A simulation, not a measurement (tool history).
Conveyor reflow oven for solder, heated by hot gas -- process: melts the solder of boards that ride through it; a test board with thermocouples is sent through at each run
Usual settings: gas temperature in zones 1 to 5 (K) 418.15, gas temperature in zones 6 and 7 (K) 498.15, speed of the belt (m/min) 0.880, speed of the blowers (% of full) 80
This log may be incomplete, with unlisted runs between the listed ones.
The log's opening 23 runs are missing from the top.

| run | hour | gas temperature in zones 1 to 5 (K) | gas temperature in zones 6 and 7 (K) | speed of the belt (m/min) | speed of the blowers (% of full) | hours of work since the flux was cleaned out | hours of work since the belt drive was overhauled | hours of work since the thermocouples were changed | highest temperature of the board (K) | time above the solder's melting point (s) |
|---|---|---|---|---|---|---|---|---|---|---|
| 24 | 413.0 | 428.15 | 497.15 | 0.829 | 67 | 117 | 116 | 758 | 477.45 | 35.1 |
| 25 | 424.0 | 426.15 | 498.15 | 0.895 | 75 | 125 | 124 | 766 | 477.85 | 30.5 |
| 26 | 442.3 | 426.15 | 498.15 | 0.895 | 75 | 137 | 136 | 778 | 477.35 | 30.6 |
| 27 | 463.2 | 404.15 | 498.15 | 0.880 | 80 | 150 | 149 | 791 | 473.25 | 22.1 |
| 28 | 484.7 | 418.15 | 498.15 | 0.895 | 65 | 165 | 164 | 806 | 473.95 | 24.6 |
|  | 506.6 | flux residue cleaned out of gas plates and filters |
| 29 | 507.1 | 409.15 | 508.15 | 0.914 | 76 | 0 | 175 | 817 | 481.15 | 28.6 |
| 30 | 527.2 | 409.15 | 508.15 | 0.914 | 76 | 14 | 188 | 830 | 481.55 | 28.4 |
| 31 | 541.1 | 418.15 | 492.15 | 0.880 | 52 | 23 | 197 | 839 | 467.45 | 18.3 |

Forecast each of these 4 alternatives for the next run:
| A | 566.0 | 418.15 | 491.15 | 0.880 | 72 | 39 | 214 | 856 | ? | ? |
| B | 566.0 | 418.15 | 492.15 | 0.771 | 52 | 39 | 214 | 856 | ? | ? |
| C | 566.0 | 418.15 | 492.15 | 1.051 | 86 | 39 | 214 | 856 | ? | ? |
| D | 566.0 | 416.15 | 492.15 | 0.764 | 83 | 39 | 214 | 856 | ? | ? |

| run | highest temperature of the board (K) | time above the solder's melting point (s) |
|---|---|---|
| A | 470.85 | 23.4 |
| B | 471.75 | 27.4 |
| C | 468.65 | 17.8 |
| D | 475.75 | 33.8 |
Stripped of hidden state, with their random variation kept, the same runs would have yielded:
| run | highest temperature of the board (K) | time above the solder's melting point (s) |
|---|---|---|
| A | 473.25 | 25.5 |
| B | 474.05 | 29.6 |
| C | 470.95 | 19.7 |
| D | 478.35 | 35.6 |

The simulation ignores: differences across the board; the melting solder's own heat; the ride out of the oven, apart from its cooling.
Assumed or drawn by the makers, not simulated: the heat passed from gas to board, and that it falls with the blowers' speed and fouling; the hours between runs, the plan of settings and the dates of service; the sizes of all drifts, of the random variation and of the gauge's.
